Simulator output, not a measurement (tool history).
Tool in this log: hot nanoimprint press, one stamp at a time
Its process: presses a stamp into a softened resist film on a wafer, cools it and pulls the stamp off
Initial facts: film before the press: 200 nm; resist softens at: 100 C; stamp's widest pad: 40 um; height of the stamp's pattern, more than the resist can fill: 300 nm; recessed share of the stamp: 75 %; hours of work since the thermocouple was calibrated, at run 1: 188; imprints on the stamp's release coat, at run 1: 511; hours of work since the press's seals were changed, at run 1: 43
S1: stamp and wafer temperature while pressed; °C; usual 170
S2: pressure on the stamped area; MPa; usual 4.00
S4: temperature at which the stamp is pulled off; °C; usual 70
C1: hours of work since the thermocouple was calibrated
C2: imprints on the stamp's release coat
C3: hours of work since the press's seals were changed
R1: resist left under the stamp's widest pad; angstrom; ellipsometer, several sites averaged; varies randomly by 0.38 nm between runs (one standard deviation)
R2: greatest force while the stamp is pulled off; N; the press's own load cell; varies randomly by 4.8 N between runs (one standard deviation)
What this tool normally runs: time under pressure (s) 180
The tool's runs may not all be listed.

run 1 hour=0.0 | S1=170 S2=4.00 time_under_pressure_(s)=180 S4=70 | C1=188 C2=511 C3=43 | R1=1128 R2=236
run 2 hour=18.5 | S1=170 S2=4.00 time_under_pressure_(s)=180 S4=70 | C1=198 C2=559 C3=53 | R1=1127 R2=238
run 3 hour=42.8 | S1=170 S2=5.12 time_under_pressure_(s)=180 S4=70 | C1=211 C2=623 C3=66 | R1=1019 R2=248
run 4 hour=61.6 | S1=170 S2=5.12 time_under_pressure_(s)=126 S4=70 | C1=221 C2=672 C3=76 | R1=1149 R2=238
run 5 hour=79.2 | S1=170 S2=5.12 time_under_pressure_(s)=126 S4=70 | C1=231 C2=718 C3=86 | R1=1151 R2=237
run 6 hour=102.4 | S1=170 S2=4.63 time_under_pressure_(s)=180 S4=70 | C1=243 C2=779 C3=98 | R1=1061 R2=238
run 7 hour=120.9 | S1=170 S2=3.39 time_under_pressure_(s)=271 S4=70 | C1=253 C2=828 C3=108 | R1=1054 R2=242
run 8 hour=147.8 | S1=170 S2=3.39 time_under_pressure_(s)=271 S4=70 | C1=268 C2=898 C3=122 | R1=1052 R2=245
run 9 hour=174.1 | S1=174 S2=3.39 time_under_pressure_(s)=271 S4=70 | C1=282 C2=967 C3=136 | R1=876 R2=236
run 10 hour=199.0 | S1=174 S2=3.39 time_under_pressure_(s)=271 S4=70 | C1=295 C2=1033 C3=150 | R1=872 R2=237
-- hour=216.0 plate thermocouple calibrated
run 11 hour=222.7 | S1=170 S2=2.57 time_under_pressure_(s)=246 S4=60 | C1=4 C2=1087 C3=161 | R1=1211 R2=273
run 12 hour=242.9 | S1=170 S2=2.57 time_under_pressure_(s)=246 S4=60 | C1=14 C2=1140 C3=172 | R1=1208 R2=277

4 ways to go on from here, each from the tool as it stands after run 12. What would each give?
run A hour=265.7 | S1=171 S2=4.00 time_under_pressure_(s)=180 S4=70 | C1=27 C2=1200 C3=184 | R1=? R2=?
run B hour=265.7 | S1=170 S2=4.00 time_under_pressure_(s)=180 S4=62 | C1=27 C2=1200 C3=184 | R1=? R2=?
run C hour=265.7 | S1=169 S2=2.57 time_under_pressure_(s)=246 S4=73 | C1=27 C2=1200 C3=184 | R1=? R2=?
run D hour=265.7 | S1=170 S2=2.57 time_under_pressure_(s)=351 S4=60 | C1=27 C2=1200 C3=184 | R1=? R2=?

run=A R1=1079 R2=240
run=B R1=1120 R2=266
run=C R1=1263 R2=231
run=D R1=1079 R2=280
With the hidden condition removed and each run's random variation left untouched, the same runs would have given:
run=A R1=1079 R2=238
run=B R1=1120 R2=264
run=C R1=1263 R2=229
run=D R1=1079 R2=278
